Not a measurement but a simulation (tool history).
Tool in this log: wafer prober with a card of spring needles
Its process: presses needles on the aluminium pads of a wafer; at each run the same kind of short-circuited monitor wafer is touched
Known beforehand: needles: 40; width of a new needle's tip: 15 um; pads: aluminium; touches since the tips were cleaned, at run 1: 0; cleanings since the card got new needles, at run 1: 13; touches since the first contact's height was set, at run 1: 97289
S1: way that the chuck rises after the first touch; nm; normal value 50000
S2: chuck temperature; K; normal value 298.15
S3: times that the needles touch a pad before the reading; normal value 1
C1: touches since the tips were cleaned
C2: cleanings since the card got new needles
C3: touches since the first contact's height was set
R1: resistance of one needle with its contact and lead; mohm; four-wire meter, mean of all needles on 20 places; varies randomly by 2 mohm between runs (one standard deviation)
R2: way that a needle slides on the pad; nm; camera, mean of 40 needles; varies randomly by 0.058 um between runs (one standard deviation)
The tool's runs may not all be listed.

| run | hour | S1 | S2 | S3 | C1 | C2 | C3 | R1 | R2 |
|---|---|---|---|---|---|---|---|---|---|
| 1 | 0 | 50000 | 298.15 | 1 | 0 | 13 | 97289 | 236 | 9660 |
| 2 | 14 | 50000 | 298.15 | 1 | 4846 | 13 | 102135 | 518 | 9710 |
|  | 19.6 | tips cleaned on abrasive film |
| 3 | 37.2 | 54000 | 298.15 | 1 | 6126 | 14 | 110162 | 527 | 10370 |
|  | 38.8 | tips cleaned on abrasive film |
|  | 57.3 | tips cleaned on abrasive film |
| 4 | 58.2 | 54000 | 319.15 | 1 | 307 | 16 | 117363 | 272 | 10420 |
|  | 76 | tips cleaned on abrasive film |
| 5 | 85 | 54000 | 319.15 | 1 | 3147 | 17 | 126643 | 439 | 10350 |
|  | 94.8 | tips cleaned on abrasive film |
| 6 | 103.2 | 54000 | 319.15 | 1 | 2902 | 18 | 132889 | 430 | 10320 |
|  | 113.3 | tips cleaned on abrasive film |
| 7 | 121.8 | 54000 | 319.15 | 1 | 2953 | 19 | 139332 | 436 | 10430 |
|  | 131.9 | tips cleaned on abrasive film |
| 8 | 133.5 | 54000 | 319.15 | 1 | 538 | 20 | 143327 | 294 | 10330 |
| 9 | 148.9 | 54000 | 319.15 | 1 | 5898 | 20 | 148687 | 522 | 10360 |
|  | 150.8 | tips cleaned on abrasive film |
| 10 | 163.2 | 50000 | 298.15 | 1 | 4298 | 21 | 153603 | 536 | 9500 |
|  | 169.4 | tips cleaned on abrasive film |
| 11 | 177.3 | 37000 | 298.15 | 1 | 2745 | 22 | 158453 | 660 | 7000 |
|  | 188.6 | tips cleaned on abrasive film |
| 12 | 196.4 | 37000 | 318.15 | 2 | 2704 | 23 | 165053 | 477 | 6950 |
|  | 208.3 | tips cleaned on abrasive film |
| 13 | 213.1 | 37000 | 318.15 | 2 | 1652 | 24 | 170804 | 396 | 6990 |
|  | 228.1 | tips cleaned on abrasive film |
| 14 | 228.5 | 45000 | 298.15 | 2 | 128 | 25 | 176110 | 249 | 8600 |
| 15 | 240.1 | 38000 | 298.15 | 2 | 4166 | 25 | 180148 | 543 | 7140 |
|  | 246.9 | tips cleaned on abrasive film |
| 16 | 259.9 | 40000 | 355.15 | 1 | 4509 | 26 | 186969 | 695 | 7500 |
|  | 266.4 | tips cleaned on abrasive film |
| 17 | 275.3 | 40000 | 317.15 | 1 | 3095 | 27 | 192276 | 659 | 7440 |
|  | 285.5 | tips cleaned on abrasive film |
| 18 | 294.5 | 40000 | 317.15 | 1 | 3114 | 28 | 198892 | 645 | 7360 |
|  | 304.2 | tips cleaned on abrasive film |
| 19 | 320.3 | 30000 | 315.15 | 2 | 5601 | 29 | 207822 | 844 | 5480 |
|  | 324.3 | tips cleaned on abrasive film |
|  | 331.4 | height of the first contact set anew |
| 20 | 341.3 | 30000 | 315.15 | 2 | 5806 | 30 | 3420 | 761 | 5890 |

Below are 3 alternative next runs, each starting from the tool's condition after run 20. Predict each:
|  | 343 | tips cleaned on abrasive film |
| A | 358.9 | 32000 | 322.15 | 1 | 5493 | 31 | 9476 | ? | ? |
|  | 343 | tips cleaned on abrasive film |
| B | 358.9 | 50000 | 298.15 | 3 | 5493 | 31 | 9476 | ? | ? |
|  | 343 | tips cleaned on abrasive film |
| C | 358.9 | 55000 | 341.15 | 1 | 5493 | 31 | 9476 | ? | ? |

| run | R1 | R2 |
|---|---|---|
| A | 1023 | 6280 |
| B | 342 | 9800 |
| C | 500 | 10840 |
With the hidden condition removed and each run's random variation left untouched, the same runs would have given:
| run | R1 | R2 |
|---|---|---|
| A | 239 | 6290 |
| B | 216 | 9810 |
| C | 224 | 10860 |
